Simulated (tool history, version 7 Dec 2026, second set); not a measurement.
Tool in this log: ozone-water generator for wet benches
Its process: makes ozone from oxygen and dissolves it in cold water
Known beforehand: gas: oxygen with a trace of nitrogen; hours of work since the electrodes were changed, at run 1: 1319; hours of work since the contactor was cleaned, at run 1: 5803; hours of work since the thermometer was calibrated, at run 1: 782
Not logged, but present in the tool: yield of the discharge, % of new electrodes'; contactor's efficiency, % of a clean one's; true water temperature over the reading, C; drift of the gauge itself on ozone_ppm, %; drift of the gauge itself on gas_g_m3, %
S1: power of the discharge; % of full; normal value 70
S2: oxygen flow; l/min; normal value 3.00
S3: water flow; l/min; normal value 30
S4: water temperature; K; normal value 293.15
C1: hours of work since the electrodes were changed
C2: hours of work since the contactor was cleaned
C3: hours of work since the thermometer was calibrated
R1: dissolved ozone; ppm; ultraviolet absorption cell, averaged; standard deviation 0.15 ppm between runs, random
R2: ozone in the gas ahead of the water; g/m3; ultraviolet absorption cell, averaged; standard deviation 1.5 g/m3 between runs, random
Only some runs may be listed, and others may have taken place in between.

run,day,S1,S2,S3,S4,C1,C2,C3,R1,R2
1,0.000,70,3.00,30,293.15,1319,5803,782,16.7,276.0
2,3.412,70,3.00,30,293.15,1387,5872,851,16.5,275.7
3,5.025,70,3.00,30,293.15,1420,5904,883,16.6,276.4
4,8.133,70,3.00,30,293.15,1482,5966,945,16.3,275.3
5,9.725,70,3.00,30,293.15,1514,5998,977,16.4,273.8
6,12.925,70,3.00,30,293.15,1578,6062,1041,16.4,276.0
7,16.258,70,3.00,30,291.15,1645,6129,1108,16.6,275.7
8,18.404,58,3.00,30,293.15,1688,6172,1151,13.8,236.6
9,21.667,70,3.00,30,291.15,1753,6237,1216,16.5,275.1
# day 22.092: contactor cleaned
10,23.475,70,3.00,26,291.15,1786,28,1249,18.5,276.4
11,26.558,70,3.00,26,291.15,1848,89,1311,18.5,275.3
12,29.688,70,3.00,33,293.15,1910,152,1374,14.8,277.1
13,31.283,70,3.67,25,293.15,1942,184,1406,19.0,237.5
14,34.762,73,2.45,47,293.15,2012,254,1475,10.1,325.4
15,37.438,81,3.00,42,298.15,2066,307,1529,12.4,307.1
16,39.342,79,2.24,18,289.15,2104,345,1567,28.9,369.8
17,41.271,79,1.61,18,289.15,2142,384,1606,27.9,467.0
# day 42.704: contactor cleaned, once more
18,43.879,79,1.61,18,289.15,2191,23,1654,29.7,459.3
19,45.504,70,3.55,30,293.15,2224,56,1687,17.3,244.3
20,47.558,70,3.00,31,292.15,2265,97,1728,16.6,273.2
21,49.800,44,3.00,47,293.15,2310,142,1773,7.6,187.7
22,52.962,70,4.96,22,293.15,2373,205,1836,21.8,192.9
23,55.225,54,5.13,22,293.15,2418,251,1882,17.8,151.9

Below are 4 alternative next runs, each starting from the tool's condition after run 23. Predict each:
A,57.304,46,5.13,22,299.15,2460,292,1923,?,?
B,57.304,54,5.13,22,298.15,2460,292,1923,?,?
C,57.304,62,3.00,19,293.15,2460,292,1923,?,?
D,57.304,85,3.00,28,293.15,2460,292,1923,?,?

run,R1,R2
A,14.2,134.5
B,16.1,150.5
C,22.4,247.9
D,21.0,318.0
Take away the tool's hidden state, keep each run's random variation, and the runs would have read:
run,R1,R2
A,14.6,137.1
B,16.5,154.0
C,23.1,254.6
D,21.8,329.0
